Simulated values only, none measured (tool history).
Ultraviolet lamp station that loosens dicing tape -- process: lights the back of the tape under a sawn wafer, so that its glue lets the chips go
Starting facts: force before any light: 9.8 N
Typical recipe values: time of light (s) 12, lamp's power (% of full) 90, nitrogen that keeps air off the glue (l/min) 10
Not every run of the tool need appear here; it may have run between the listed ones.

| run | hour | time of light (s) | lamp's power (% of full) | nitrogen that keeps air off the glue (l/min) | force that peels the tape off (N) | light that reached the tape (mJ/cm2) |
|---|---|---|---|---|---|---|
| 1 | 0 | 12 | 90 | 10 | 0.222 | 314 |
| 2 | 7.6 | 12 | 84 | 10 | 0.288 | 296 |
| 3 | 16.9 | 12 | 84 | 10 | 0.278 | 294 |
| 4 | 25.4 | 12 | 84 | 10 | 0.283 | 296 |
| 5 | 40.4 | 12 | 84 | 10 | 0.269 | 296 |
| 6 | 55.6 | 12 | 71 | 10 | 0.434 | 252 |
| 7 | 72.8 | 12 | 71 | 10 | 0.425 | 249 |
| 8 | 85 | 13 | 82 | 10 | 0.235 | 313 |
| 9 | 100.6 | 8 | 89 | 4 | 1.344 | 211 |
| 10 | 116.3 | 8 | 89 | 4 | 1.365 | 210 |
| 11 | 130.1 | 8 | 89 | 4 | 1.354 | 210 |
| 12 | 142.1 | 10 | 90 | 10 | 0.368 | 264 |
| 13 | 152.3 | 10 | 90 | 10 | 0.373 | 262 |
| 14 | 160 | 13 | 74 | 10 | 0.32 | 285 |

Each row is a separate what-if for the run after 14, all from the same tool condition, not one after another. Results?
| A | 176 | 13 | 77 | 8 | ? | ? |
| B | 176 | 13 | 86 | 19 | ? | ? |
| C | 176 | 7 | 61 | 3 | ? | ? |

| run | force that peels the tape off (N) | light that reached the tape (mJ/cm2) |
|---|---|---|
| A | 0.354 | 290 |
| B | 0.141 | 325 |
| C | 3.291 | 126 |
With no hidden state in the tool, these same runs would have given:
| run | force that peels the tape off (N) | light that reached the tape (mJ/cm2) |
|---|---|---|
| A | 0.353 | 291 |
| B | 0.141 | 325 |
| C | 3.288 | 126 |
